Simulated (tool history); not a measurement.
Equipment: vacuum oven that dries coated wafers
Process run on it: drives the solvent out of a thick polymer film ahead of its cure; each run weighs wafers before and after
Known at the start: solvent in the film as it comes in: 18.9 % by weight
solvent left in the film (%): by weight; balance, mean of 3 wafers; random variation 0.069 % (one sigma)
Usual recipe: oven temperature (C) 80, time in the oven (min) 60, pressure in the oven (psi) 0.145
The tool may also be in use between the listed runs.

run     day  oven temperature (C)  time in the oven (min)  pressure in the oven (psi)  solvent left in the film (%)
  1       0                    80                      60                       0.145                          4.71
  2   0.479                    80                      60                       0.145                          4.74
  3   0.971                    80                      60                       0.145                           4.6
  4   1.312                    80                      60                       0.145                          4.68
  5   1.817                    80                      60                       0.464                          5.71
  6   2.279                    80                      69                       0.464                          5.15
  7   2.688                    80                      69                       0.464                          5.12
  8   3.162                    71                      69                       0.464                          7.92
  9   3.454                    70                      60                       0.145                          7.57
 10   3.871                    80                      60                       0.145                          4.73
 11   4.262                    80                      60                       0.145                          4.71
 12   4.517                    80                      60                       0.189                          4.86
 13   4.867                    80                      60                       0.075                          4.43
 14   5.279                    80                      60                       0.075                          4.63
 15   5.625                    80                      60                       0.075                          4.62
 16   5.854                    92                      60                       0.145                          1.98
 17   6.288                    92                      60                       0.145                          1.96
 18   6.575                    75                      90                       0.547                          5.69
 19   6.817                    74                     101                       0.074                          3.52
 20     7.2                    80                      60                       0.074                          4.58
 21   7.558                    80                      60                       0.074                          4.57
 22   8.033                    77                      48                       0.103                          6.45
 23   8.238                    80                     104                       0.218                          2.43
 24   8.508                    80                     104                       0.218                          2.51
 25   8.842                    85                     102                       0.145                          1.44
 26   9.167                    80                      70                       0.309                          4.47
 27   9.433                    70                      85                       0.104                          5.54
 28   9.908                    70                      85                       0.104                          5.61
 29  10.167                    92                      50                       0.132                          2.76
 30  10.654                    86                      68                       0.367                          3.38
 31  10.892                    80                      68                        0.19                          4.28
 32  11.108                    83                      38                       0.145                          6.53
 33  11.342                    83                      38                       0.145                           6.4
 34  11.662                    72                     103                       0.145                          4.18

Consider 5 possible next runs. They are alternatives, not a sequence: every one starts from the tool as it was left by run 34. What does each give?
  A  11.996                    72                      72                       0.145                             ?
  B  11.996                    80                      60                       0.455                             ?
  C  11.996                    80                     103                       0.119                             ?
  D  11.996                    90                      55                       0.431                             ?
  E  11.996                    80                      67                       0.492                             ?

run  solvent left in the film (%)
  A                          6.01
  B                          5.55
  C                          2.12
  D                          3.44
  E                          5.25
The same runs, with their run-to-run variation unchanged, on a tool lacking any hidden condition would have given:
run  solvent left in the film (%)
  A                          5.99
  B                          5.53
  C                           2.1
  D                          3.42
  E                          5.23
